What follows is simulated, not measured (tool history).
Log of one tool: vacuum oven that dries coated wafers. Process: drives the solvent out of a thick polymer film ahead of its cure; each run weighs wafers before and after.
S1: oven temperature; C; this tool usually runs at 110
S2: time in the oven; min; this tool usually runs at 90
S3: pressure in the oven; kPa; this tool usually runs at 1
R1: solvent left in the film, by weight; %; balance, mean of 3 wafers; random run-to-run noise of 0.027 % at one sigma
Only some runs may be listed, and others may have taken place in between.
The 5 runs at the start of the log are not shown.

run,hour,S1,S2,S3,R1
6,219.2,110,90,1,1.8
7,253.1,110,90,1,1.81
8,307.2,110,90,1,1.83
9,346.4,110,90,1,1.84
10,373.5,110,90,1,1.88
11,413.1,113,90,1,1.52
12,469.5,118,90,1,0.95
13,516.6,116,90,1,1.17
14,553.4,110,90,1.76,2.11
# hour 558.7: oven's thermocouples calibrated
15,586.8,110,90,1.76,2.14
16,636.7,107,90,1.76,2.62
17,661.1,107,90,1.76,2.61
18,706.2,107,90,1.76,2.61
19,746.3,107,90,1.76,2.62
20,802.1,110,90,1,2.02
21,841.5,110,90,1,2.04
# hour 850.3: oven's thermocouples calibrated, once more
22,879.4,110,90,1,1.9
23,907.3,110,60,1,3.35
24,951.1,103,161,1,1.24

Estimate the outcome of run 25 from the log above:
25,993.4,103,161,1,?

Run 25 produced R1 1.29 %.
Minus the tool's unlogged condition, the same run would have read R1 1.06 %.
